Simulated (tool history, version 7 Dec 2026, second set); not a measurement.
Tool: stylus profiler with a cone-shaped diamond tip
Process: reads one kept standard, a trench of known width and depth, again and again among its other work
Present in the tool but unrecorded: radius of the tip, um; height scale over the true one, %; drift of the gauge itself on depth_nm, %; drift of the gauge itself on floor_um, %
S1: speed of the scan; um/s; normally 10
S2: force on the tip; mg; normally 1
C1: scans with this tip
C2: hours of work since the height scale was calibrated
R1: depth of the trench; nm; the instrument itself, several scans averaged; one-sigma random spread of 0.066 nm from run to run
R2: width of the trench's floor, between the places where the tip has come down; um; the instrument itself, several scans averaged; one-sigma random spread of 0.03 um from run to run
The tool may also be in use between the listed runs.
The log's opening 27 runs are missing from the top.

Run 28, hour 2654.5: usual settings but S2 0.82 mg; C1 13707; C2 147. Result: R1 201.64 nm, R2 95.14 um.
At hour 2666.3: new tip fitted, height scale calibrated.
Run 29, hour 2752.4: usual settings but S1 26 um/s, S2 1.75 mg; C1 588; C2 49. Result: R1 200.95 nm, R2 96.92 um.
Run 30, hour 2888.9: usual settings but S1 11 um/s, S2 0.85 mg; C1 1521; C2 127. Result: R1 200.69 nm, R2 96.79 um.
Run 31, hour 2998.5: usual settings but S1 9 um/s, S2 1.66 mg; C1 2269; C2 190. Result: R1 200.9 nm, R2 96.72 um.
Run 32, hour 3065: usual settings but S1 5 um/s, S2 0.42 mg; C1 2723; C2 228. Result: R1 200.59 nm, R2 96.62 um.
Run 33, hour 3166.7: usual settings but S1 5 um/s, S2 0.42 mg; C1 3418; C2 286. Result: R1 200.67 nm, R2 96.53 um.
At hour 3178.4: height scale calibrated on a step standard, once more.
Run 34, hour 3253.4: usual settings but S1 27 um/s; C1 4006; C2 43. Result: R1 200.76 nm, R2 96.25 um.
Run 35, hour 3367.7: usual settings but S1 4 um/s, S2 0.94 mg; C1 4787; C2 108. Result: R1 200.69 nm, R2 96.32 um.
Run 36, hour 3496.7: usual settings but S1 4 um/s, S2 0.94 mg; C1 5668; C2 182. Result: R1 200.72 nm, R2 96.15 um.
Run 37, hour 3594.2: usual settings but S1 15 um/s, S2 2.01 mg; C1 6334; C2 237. Result: R1 201.07 nm, R2 96.07 um.
Run 38, hour 3723.5: usual settings but S2 1.07 mg; C1 7217; C2 311. Result: R1 200.88 nm, R2 95.98 um.
Run 39, hour 3849.4: usual settings but S1 2 um/s, S2 0.55 mg; C1 8077; C2 383. Result: R1 200.67 nm, R2 95.86 um.
Run 40, hour 3979.1: usual settings but S1 2 um/s, S2 0.55 mg; C1 8963; C2 457. Result: R1 200.73 nm, R2 95.71 um.
Run 41, hour 4074.4: usual settings but S1 8 um/s, S2 1.2 mg; C1 9614; C2 512. Result: R1 201.11 nm, R2 95.66 um.
Run 42, hour 4131.3: usual settings but S1 8 um/s, S2 1.2 mg; C1 10003; C2 544. Result: R1 201.17 nm, R2 95.63 um.
Run 43, hour 4229.1: usual settings but S1 6 um/s, S2 0.38 mg; C1 10670; C2 600. Result: R1 200.82 nm, R2 95.48 um.

Estimate the outcome of run 44 from the log above:
Run 44, hour 4320.3: usual settings but S2 1.67 mg; C1 11293; C2 652. Result: R1 ?, R2 ?.

Logged for run 44: R1 201.42 nm, R2 95.43 um.
On a tool with no hidden condition, and with the same random variation, this run would have come out at R1 200.83 nm, R2 97.11 um.
